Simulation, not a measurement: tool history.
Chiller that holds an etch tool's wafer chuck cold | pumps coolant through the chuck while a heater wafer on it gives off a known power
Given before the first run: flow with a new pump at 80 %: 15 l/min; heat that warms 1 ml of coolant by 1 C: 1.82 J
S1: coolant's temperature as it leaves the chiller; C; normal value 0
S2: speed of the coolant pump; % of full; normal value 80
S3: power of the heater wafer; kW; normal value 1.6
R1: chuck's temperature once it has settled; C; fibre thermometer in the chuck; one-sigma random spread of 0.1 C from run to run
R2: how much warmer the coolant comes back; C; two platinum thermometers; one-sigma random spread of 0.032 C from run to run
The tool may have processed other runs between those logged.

run,hour,S1,S2,S3,R1,R2
1,0,0,80,1.6,16.8,3.96
2,128.2,0,80,0.984,10.3,2.43
3,225.3,0,80,0.984,10.5,2.45
4,281.4,0,80,1.6,17.1,3.99
5,338.5,0,80,1.6,17.1,4
6,442.2,0,80,1.6,17.1,4.01
7,529.2,0,80,1.236,13.2,3.09
8,619.1,0,80,1.6,17.6,3.99
9,707,9,80,1.6,26.3,4.01
# hour 797.2: coolant changed, channels flushed
10,833.7,9,80,1.6,23.6,4.04
11,895.2,-7,80,1.6,7.7,4.07
12,1003.7,-7,80,1.6,7.9,4.03
13,1064.6,-7,80,1.6,7.7,4.09
14,1173.3,-7,80,1.6,7.9,4.1
15,1274,-7,80,1.6,7.7,4.01
16,1402.9,0,80,1.023,9.5,2.64
17,1471.2,-9,87,1.444,3.7,3.38
18,1595.2,0,68,1.071,11.2,3.22
19,1715.7,0,68,1.071,11.1,3.3
# hour 1730.4: coolant pump overhauled
20,1811,-8,89,1.6,7.4,4.18
21,1868.4,-8,89,1.6,7.6,4.19
22,1996,0,89,0.918,8.5,2.41
23,2062,-8,73,1.096,3.9,3.62
# hour 2130.5: coolant pump overhauled, once more
24,2133.8,0,77,1.6,14.3,3.65
25,2255,0,77,1.6,14.5,3.67
26,2324,0,77,1.6,14.4,3.66
27,2439.8,7,97,1.927,22.1,3.52
28,2550.6,8,81,1.066,17.3,2.29
29,2640.8,-7,80,1.153,3.2,2.54
30,2709.2,0,93,0.879,7.2,1.67
31,2796.6,0,80,1.54,14,3.42

Here are 3 independent what-if runs from the current tool condition. What would each one return?
A,2882.4,0,80,1.14,?,?
B,2882.4,-5,72,1.882,?,?
C,2882.4,0,98,1.261,?,?

run,R1,R2
A,10.1,2.55
B,13.2,4.72
C,10.2,2.23
Without the tool's unlogged condition, the same runs would have read:
run,R1,R2
A,9.7,2.51
B,12.1,4.64
C,9.8,2.19

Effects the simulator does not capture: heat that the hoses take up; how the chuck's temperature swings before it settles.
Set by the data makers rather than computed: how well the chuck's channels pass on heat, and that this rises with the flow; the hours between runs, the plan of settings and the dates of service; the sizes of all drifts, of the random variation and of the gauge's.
